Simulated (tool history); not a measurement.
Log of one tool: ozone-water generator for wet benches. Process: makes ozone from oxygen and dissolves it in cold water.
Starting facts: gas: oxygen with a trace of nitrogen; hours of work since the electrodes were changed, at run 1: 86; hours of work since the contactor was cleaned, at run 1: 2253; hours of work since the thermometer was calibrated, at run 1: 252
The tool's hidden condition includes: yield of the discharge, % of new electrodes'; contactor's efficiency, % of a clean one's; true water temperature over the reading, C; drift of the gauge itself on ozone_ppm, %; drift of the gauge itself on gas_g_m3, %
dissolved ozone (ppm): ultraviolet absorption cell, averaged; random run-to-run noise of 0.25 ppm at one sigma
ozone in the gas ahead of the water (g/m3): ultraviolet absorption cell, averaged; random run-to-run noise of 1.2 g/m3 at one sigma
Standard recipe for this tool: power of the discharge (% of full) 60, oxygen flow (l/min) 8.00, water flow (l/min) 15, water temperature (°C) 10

run    hour  power of the discharge (% of full)  oxygen flow (l/min)  water flow (l/min)  water temperature (°C)  hours of work since the electrodes were changed  hours of work since the contactor was cleaned  hours of work since the thermometer was calibrated  dissolved ozone (ppm)  ozone in the gas ahead of the water (g/m3)
  1     0.0                                  60                 8.00                  15                      10                                               86                                           2253                                                 252                   36.9                                       213.5
  2    38.4                                  55                 8.00                  15                      10                                              114                                           2281                                                 280                   34.1                                       198.0
  3    72.3                                  55                 8.00                  15                      10                                              139                                           2306                                                 305                   33.9                                       198.5
  4   123.8                                  60                 8.00                  15                      10                                              177                                           2344                                                 343                   36.1                                       211.0
  5   173.0                                  60                 8.00                  15                      10                                              213                                           2380                                                 379                   36.3                                       214.3
  6   210.7                                  60                 8.00                  15                      10                                              241                                           2408                                                 407                   36.2                                       210.5
  7   248.2                                  60                 8.00                  15                      10                                              268                                           2436                                                 435                   36.8                                       211.3
  8   274.6                                  60                 8.00                  15                      10                                              288                                           2455                                                 454                   36.6                                       210.8
  9   327.4                                  43                 8.00                  15                      10                                              327                                           2494                                                 493                   27.9                                       160.9
 10   369.8                                  60                 8.00                  23                      10                                              358                                           2525                                                 524                   26.8                                       209.7
 11   396.6                                  63                 8.00                  15                      10                                              378                                           2545                                                 544                   38.2                                       220.1
 12   435.6                                  60                 8.00                  15                      13                                              406                                           2573                                                 572                   34.2                                       210.9
 13   476.1                                  60                 8.00                  15                      13                                              436                                           2603                                                 602                   34.7                                       211.0
 14   519.2                                  60                 8.00                  15                      13                                              468                                           2635                                                 634                   34.5                                       211.6
 15   557.4                                  60                 8.00                  15                      10                                              496                                           2663                                                 662                   36.2                                       210.9
 16   580.0                                  70                 5.08                  21                       7                                              512                                           2680                                                 679                   32.7                                       305.2
 17   620.4                                  60                 7.47                  15                       7                                              542                                           2709                                                 708                   38.6                                       220.2
 18   643.2                                  60                 7.47                  15                       7                                              559                                           2726                                                 725                   38.6                                       218.5
 19   694.6                                  60                 7.47                  15                       7                                              597                                           2764                                                 763                   38.3                                       218.6
 20   733.7                                  60                 7.47                  15                       7                                              626                                           2793                                                 792                   38.1                                       216.6
 21   786.5                                  60                 7.47                  15                       7                                              664                                           2831                                                 830                   37.9                                       218.1
 22   818.2                                  60                 7.47                  13                       7                                              688                                           2855                                                 854                   42.2                                       216.9
 23   871.6                                  48                 7.39                  15                      10                                              727                                           2894                                                 893                   29.9                                       180.6
 24   909.1                                  60                14.00                  15                      11                                              755                                           2922                                                 921                   32.5                                       157.1
 25   944.5                                  60                14.00                  15                      11                                              781                                           2948                                                 947                   32.0                                       156.7
 26   967.6                                  60                14.00                  15                      11                                              798                                           2965                                                 964                   32.4                                       154.6
 27  1000.8                                  60                14.00                  15                      11                                              822                                           2989                                                 988                   32.1                                       157.1
 28  1041.0                                  54                 8.70                  22                       6                                              852                                           3019                                                1018                   26.6                                       183.6
 29  1085.0                                  60                 7.25                  12                      15                                              884                                           3051                                                1050                   38.0                                       220.0
 30  1116.0                                  65                 7.25                  10                      15                                              907                                           3074                                                1073                   44.5                                       233.6

Below are 4 alternative next runs, each starting from the tool's condition after run 30. Predict each:
  A  1151.7                                  65                11.49                  10                      15                                              933                                           3100                                                1099                      ?                                           ?
  B  1151.7                                  82                 5.68                  15                      10                                              933                                           3100                                                1099                      ?                                           ?
  C  1151.7                                  48                 8.00                  12                       5                                              933                                           3100                                                1099                      ?                                           ?
  D  1151.7                                  65                12.95                  10                      10                                              933                                           3100                                                1099                      ?                                           ?

run  dissolved ozone (ppm)  ozone in the gas ahead of the water (g/m3)
  A                   39.3                                       183.7
  B                   47.1                                       320.9
  C                   37.8                                       173.5
  D                   43.3                                       173.0
What these runs would have given with no unlogged condition in the tool:
run  dissolved ozone (ppm)  ozone in the gas ahead of the water (g/m3)
  A                   41.2                                       187.1
  B                   49.9                                       328.0
  C                   39.5                                       175.8
  D                   45.4                                       176.2

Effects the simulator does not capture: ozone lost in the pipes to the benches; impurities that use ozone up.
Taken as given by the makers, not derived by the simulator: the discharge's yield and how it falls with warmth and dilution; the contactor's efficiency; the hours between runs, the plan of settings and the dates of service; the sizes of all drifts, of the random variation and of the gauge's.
